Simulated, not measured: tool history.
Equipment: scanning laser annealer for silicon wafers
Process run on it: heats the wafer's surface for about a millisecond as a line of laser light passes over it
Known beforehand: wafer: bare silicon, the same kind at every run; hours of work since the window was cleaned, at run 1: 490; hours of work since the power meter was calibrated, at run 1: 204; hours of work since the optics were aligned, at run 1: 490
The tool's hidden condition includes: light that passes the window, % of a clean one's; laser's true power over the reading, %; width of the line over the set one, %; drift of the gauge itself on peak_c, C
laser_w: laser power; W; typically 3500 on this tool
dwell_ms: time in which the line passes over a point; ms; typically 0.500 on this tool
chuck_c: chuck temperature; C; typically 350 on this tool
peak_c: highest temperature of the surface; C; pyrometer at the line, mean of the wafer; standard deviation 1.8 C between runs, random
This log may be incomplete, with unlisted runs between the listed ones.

run     day  laser_w  dwell_ms  chuck_c  hours of work since the window was cleaned  hours of work since the power meter was calibrated  hours of work since the optics were aligned  peak_c
  1   0.000     3500     0.500      350                                         490                                                 204                                          490    1005
  2   0.496     3500     0.531      350                                         497                                                 211                                          497    1022
      0.921  -- window over the wafer cleaned
  3   1.158     3500     0.531      350                                           3                                                 219                                          505    1069
  4   1.758     3500     0.531      350                                          12                                                 228                                          514    1070
  5   2.300     3078     0.500      350                                          20                                                 235                                          522     951
  6   2.900     3078     0.500      350                                          28                                                 244                                          530     953
  7   3.404     3078     0.500      376                                          35                                                 251                                          537     978
  8   3.721     3078     0.500      376                                          40                                                 256                                          542     978
  9   4.079     3500     0.500      350                                          45                                                 261                                          547    1045
 10   4.462     3500     0.500      350                                          50                                                 266                                          552    1043
 11   5.075     3500     0.500      350                                          59                                                 275                                          561    1046
 12   5.475     3500     0.500      350                                          65                                                 280                                          567    1042
 13   5.954     3500     0.500      350                                          71                                                 287                                          573    1041
 14   6.571     3500     0.500      350                                          80                                                 296                                          582    1042
 15   7.012     3500     0.500      350                                          86                                                 302                                          589    1041
 16   7.379     3500     0.500      350                                          92                                                 307                                          594    1039
 17   8.021     3500     0.500      322                                         101                                                 317                                          603    1009
 18   8.575     3500     0.500      322                                         109                                                 324                                          611    1009
 19   9.108     3500     0.500      322                                         116                                                 332                                          618    1011
 20   9.762     3500     0.500      322                                         126                                                 341                                          628    1010
 21  10.346     3633     0.500      388                                         134                                                 350                                          636    1103
 22  10.867     3633     0.470      388                                         141                                                 357                                          643    1081
 23  11.475     3558     0.394      388                                         150                                                 366                                          652    1004
 24  12.104     3558     0.394      388                                         159                                                 375                                          661    1002
     12.271  -- laser's power meter calibrated
 25  12.688     3558     0.394      388                                         165                                                   6                                          667    1002
 26  13.279     3183     0.426      338                                         174                                                  14                                          676     900
 27  13.558     3661     0.500      350                                         178                                                  18                                          680    1068
 28  13.871     3661     0.500      350                                         182                                                  23                                          684    1067
 29  14.238     3469     0.480      346                                         187                                                  28                                          689    1005
 30  14.762     3469     0.488      332                                         195                                                  35                                          697     999
 31  15.204     3289     0.500      350                                         201                                                  42                                          703     983
     15.546  -- laser's power meter calibrated, once more
 32  15.700     3656     0.381      341                                         206                                                   2                                          708     956
 33  16.288     3500     0.500      326                                         215                                                  11                                          717    1003
 34  16.825     2977     0.404      376                                         222                                                  18                                          724     883
 35  17.192     3658     0.404      376                                         227                                                  23                                          729    1010
 36  17.592     3615     0.499      349                                         233                                                  29                                          735    1046
 37  17.950     3132     0.500      314                                         238                                                  34                                          740     908
 38  18.371     3132     0.500      314                                         244                                                  40                                          746     905
 39  18.850     3259     0.474      342                                         251                                                  47                                          753     946
 40  19.346     3500     0.500      311                                         258                                                  54                                          760     985

Here are 4 independent what-if runs from the current tool condition. What would each one return?
  A  19.617     3136     0.612      350                                         262                                                  58                                          764       ?
  B  19.617     3417     0.517      353                                         262                                                  58                                          764       ?
  C  19.617     3157     0.500      348                                         262                                                  58                                          764       ?
  D  19.617     3327     0.500      351                                         262                                                  58                                          764       ?

run  peak_c
  A    1008
  B    1016
  C     948
  D     983
Had the tool no hidden state, the same runs would have come out as:
run  peak_c
  A    1041
  B    1050
  C     978
  D    1015

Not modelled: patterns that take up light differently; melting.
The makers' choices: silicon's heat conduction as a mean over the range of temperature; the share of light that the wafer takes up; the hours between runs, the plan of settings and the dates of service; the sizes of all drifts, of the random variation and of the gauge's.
